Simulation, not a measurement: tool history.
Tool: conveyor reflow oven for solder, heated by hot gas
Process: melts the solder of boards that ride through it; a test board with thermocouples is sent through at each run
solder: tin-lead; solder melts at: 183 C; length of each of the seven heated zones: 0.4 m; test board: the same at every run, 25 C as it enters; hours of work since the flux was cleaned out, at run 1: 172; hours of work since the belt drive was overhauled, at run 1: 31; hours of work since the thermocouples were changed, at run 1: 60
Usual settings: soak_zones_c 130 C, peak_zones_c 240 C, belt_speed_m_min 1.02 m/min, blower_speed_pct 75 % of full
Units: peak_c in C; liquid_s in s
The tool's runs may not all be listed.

| run | hour | soak_zones_c | peak_zones_c | belt_speed_m_min | blower_speed_pct | hours of work since the flux was cleaned out | hours of work since the belt drive was overhauled | hours of work since the thermocouples were changed | peak_c | liquid_s |
|---|---|---|---|---|---|---|---|---|---|---|
| 1 | 0.0 | 130 | 240 | 1.02 | 75 | 172 | 31 | 60 | 219.4 | 34.6 |
| 2 | 11.0 | 130 | 240 | 1.02 | 75 | 181 | 40 | 69 | 219.5 | 34.5 |
| 3 | 21.8 | 130 | 240 | 1.02 | 75 | 189 | 48 | 77 | 219.3 | 34.4 |
| 4 | 32.6 | 130 | 240 | 1.02 | 75 | 198 | 57 | 86 | 219.2 | 34.5 |
| 5 | 41.0 | 130 | 236 | 1.02 | 75 | 205 | 63 | 93 | 216.7 | 32.7 |
|  | 51.7 | flux residue cleaned out of gas plates and filters |
| 6 | 54.8 | 130 | 236 | 1.02 | 75 | 2 | 70 | 100 | 215.1 | 32.1 |
| 7 | 63.8 | 139 | 240 | 1.02 | 75 | 10 | 77 | 107 | 220.5 | 36.1 |
|  | 74.2 | flux residue cleaned out of gas plates and filters, once more |
| 8 | 80.1 | 130 | 240 | 1.18 | 75 | 5 | 86 | 115 | 215.7 | 28.2 |
| 9 | 89.3 | 130 | 240 | 1.02 | 75 | 12 | 94 | 123 | 221.6 | 35.3 |
| 10 | 94.6 | 130 | 240 | 1.02 | 75 | 16 | 98 | 127 | 222.0 | 35.5 |
| 11 | 101.9 | 130 | 240 | 1.02 | 75 | 22 | 104 | 133 | 221.2 | 35.6 |
| 12 | 106.9 | 130 | 240 | 1.02 | 75 | 26 | 107 | 137 | 221.6 | 35.4 |
| 13 | 116.6 | 130 | 240 | 1.02 | 75 | 33 | 115 | 144 | 221.6 | 35.6 |
| 14 | 126.6 | 130 | 240 | 1.02 | 61 | 41 | 123 | 152 | 215.1 | 32.2 |
| 15 | 134.2 | 130 | 240 | 1.02 | 61 | 47 | 129 | 158 | 216.0 | 32.3 |
| 16 | 141.2 | 130 | 240 | 1.02 | 61 | 53 | 135 | 164 | 215.5 | 32.4 |
| 17 | 153.1 | 126 | 250 | 1.02 | 60 | 62 | 144 | 173 | 222.2 | 34.8 |
| 18 | 163.3 | 126 | 250 | 1.02 | 60 | 70 | 152 | 181 | 222.7 | 35.0 |
| 19 | 170.0 | 126 | 236 | 1.02 | 80 | 76 | 157 | 186 | 217.7 | 33.6 |
| 20 | 179.8 | 130 | 240 | 1.02 | 86 | 83 | 165 | 194 | 224.0 | 36.9 |
| 21 | 189.5 | 139 | 238 | 0.88 | 51 | 91 | 173 | 202 | 216.1 | 40.5 |
| 22 | 200.8 | 120 | 230 | 0.92 | 72 | 100 | 182 | 211 | 213.1 | 33.3 |
| 23 | 210.2 | 120 | 230 | 0.92 | 72 | 107 | 189 | 218 | 212.8 | 33.3 |
| 24 | 218.8 | 120 | 242 | 0.92 | 78 | 114 | 196 | 225 | 224.9 | 39.7 |
| 25 | 229.6 | 139 | 237 | 1.02 | 54 | 123 | 204 | 234 | 211.4 | 31.4 |
| 26 | 238.3 | 130 | 240 | 0.82 | 77 | 130 | 211 | 240 | 227.7 | 48.1 |
| 27 | 243.4 | 130 | 240 | 0.82 | 77 | 134 | 215 | 244 | 226.4 | 48.3 |
| 28 | 254.8 | 130 | 240 | 0.82 | 77 | 143 | 224 | 253 | 227.9 | 47.8 |
| 29 | 266.3 | 116 | 240 | 0.87 | 73 | 152 | 233 | 263 | 222.3 | 39.8 |
| 30 | 274.4 | 130 | 250 | 1.02 | 57 | 158 | 240 | 269 | 220.9 | 34.9 |
| 31 | 286.4 | 130 | 251 | 1.22 | 75 | 168 | 249 | 278 | 221.7 | 29.5 |

The same runs without the tool's hidden state, with the same run-to-run variation:
The hidden state here: heat that the gas passes to the board, % of a clean oven's; belt's true speed, % of the reading; true gas temperature in zones 6 and 7 over the reading, C; drift of the gauge itself on peak_c, C; drift of the gauge itself on liquid_s, %.
| run | peak_c | liquid_s |
|---|---|---|
| 1 | 221.4 | 35.7 |
| 2 | 221.6 | 35.6 |
| 3 | 221.6 | 35.6 |
| 4 | 221.5 | 35.7 |
| 5 | 219.1 | 34.0 |
| 6 | 219.1 | 34.4 |
| 7 | 224.4 | 38.0 |
| 8 | 216.0 | 28.4 |
| 9 | 222.1 | 35.5 |
| 10 | 222.4 | 35.6 |
| 11 | 221.8 | 35.8 |
| 12 | 222.2 | 35.6 |
| 13 | 222.3 | 35.8 |
| 14 | 215.8 | 32.5 |
| 15 | 216.8 | 32.7 |
| 16 | 216.3 | 32.7 |
| 17 | 223.2 | 35.1 |
| 18 | 223.7 | 35.4 |
| 19 | 218.8 | 34.1 |
| 20 | 225.3 | 37.3 |
| 21 | 217.1 | 41.0 |
| 22 | 214.4 | 34.1 |
| 23 | 214.2 | 34.1 |
| 24 | 226.5 | 40.3 |
| 25 | 212.8 | 32.1 |
| 26 | 229.2 | 48.6 |
| 27 | 227.9 | 48.8 |
| 28 | 229.5 | 48.4 |
| 29 | 224.3 | 40.6 |
| 30 | 222.8 | 35.6 |
| 31 | 224.2 | 30.3 |

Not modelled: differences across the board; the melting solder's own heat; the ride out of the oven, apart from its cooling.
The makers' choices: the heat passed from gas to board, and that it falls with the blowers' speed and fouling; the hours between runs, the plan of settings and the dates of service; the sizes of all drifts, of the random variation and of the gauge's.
